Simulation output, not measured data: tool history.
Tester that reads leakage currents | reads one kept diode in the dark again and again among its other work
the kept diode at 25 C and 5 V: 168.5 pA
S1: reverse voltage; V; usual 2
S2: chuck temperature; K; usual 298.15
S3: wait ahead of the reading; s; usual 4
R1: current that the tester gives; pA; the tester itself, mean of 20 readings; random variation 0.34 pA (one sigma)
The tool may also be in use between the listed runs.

| run | hour | S1 | S2 | S3 | R1 |
|---|---|---|---|---|---|
| 1 | 0 | 2 | 298.15 | 4 | 114.86 |
| 2 | 63.6 | 2 | 298.15 | 4 | 113.92 |
| 3 | 113.6 | 2 | 298.15 | 4 | 113.21 |
| 4 | 153.3 | 5.19 | 298.15 | 4 | 179.9 |
| 5 | 205.1 | 5.19 | 298.15 | 4 | 178.6 |
| 6 | 267.2 | 2 | 298.15 | 4 | 112.85 |
| 7 | 320.7 | 2 | 298.15 | 4 | 112.31 |
| 8 | 358.5 | 2 | 298.15 | 4 | 112.86 |
| 9 | 393.3 | 2 | 298.15 | 4 | 112.75 |
| 10 | 425.8 | 2 | 298.15 | 4 | 112.25 |
| 11 | 462.9 | 2 | 298.15 | 4 | 112.37 |
|  | 509.6 | probe card cleaned and baked |
| 12 | 512.6 | 2 | 298.15 | 4 | 106.96 |
| 13 | 570.4 | 2 | 298.15 | 4 | 106.91 |
| 14 | 634.1 | 2 | 298.15 | 4 | 106.16 |
| 15 | 675.3 | 2 | 298.15 | 4 | 105.92 |
| 16 | 719.2 | 2 | 298.15 | 4 | 105.93 |
| 17 | 790.7 | 2 | 315.15 | 4 | 482.03 |
| 18 | 850.9 | 2 | 315.15 | 4 | 478.45 |
| 19 | 926.1 | 2 | 315.15 | 4 | 478.61 |
| 20 | 982.2 | 2 | 315.15 | 4 | 480.54 |
| 21 | 1027.7 | 2 | 298.15 | 0.9 | 104.96 |
| 22 | 1077.7 | 13.64 | 327.15 | 0.98 | 3031.19 |
| 23 | 1122.6 | 1.66 | 298.15 | 0.59 | 95.56 |
| 24 | 1154 | 1.66 | 298.15 | 0.59 | 96.15 |
| 25 | 1228.1 | 6.71 | 294.15 | 0.55 | 128.15 |
| 26 | 1269 | 2 | 298.15 | 2.32 | 103.66 |
| 27 | 1326.1 | 2 | 298.15 | 2.32 | 103.49 |
| 28 | 1373.7 | 2.99 | 333.15 | 5.93 | 2390.71 |
| 29 | 1423.4 | 2.99 | 333.15 | 5.93 | 2389.32 |
| 30 | 1489.2 | 2.92 | 298.15 | 4 | 122.12 |
|  | 1510.7 | chuck's temperature calibrated |
| 31 | 1549.2 | 9.66 | 313.15 | 0.94 | 869.05 |
| 32 | 1615.6 | 3.68 | 311.15 | 3.67 | 465.31 |
| 33 | 1670.1 | 6.35 | 309.15 | 3.77 | 501.55 |
| 34 | 1737.8 | 16.55 | 304.15 | 0.61 | 516.5 |
| 35 | 1779.6 | 2 | 307.15 | 3.33 | 246.56 |
| 36 | 1836.1 | 6.02 | 307.15 | 7.06 | 410.33 |
| 37 | 1908.7 | 13.97 | 301.15 | 4 | 358.06 |
| 38 | 1957.4 | 13.97 | 301.15 | 4 | 357.65 |

3 ways to go on from here, each from the tool as it stands after run 38. What would each give?
| A | 2032.5 | 12.1 | 299.15 | 5.16 | ? |
| B | 2032.5 | 13.97 | 301.15 | 0.68 | ? |
| C | 2032.5 | 10.61 | 323.15 | 4 | ? |

| run | R1 |
|---|---|
| A | 280.55 |
| B | 363.61 |
| C | 2020.49 |
Without the tool's hidden state the same runs would have given:
| run | R1 |
|---|---|
| A | 277.93 |
| B | 362.55 |
| C | 2110.77 |
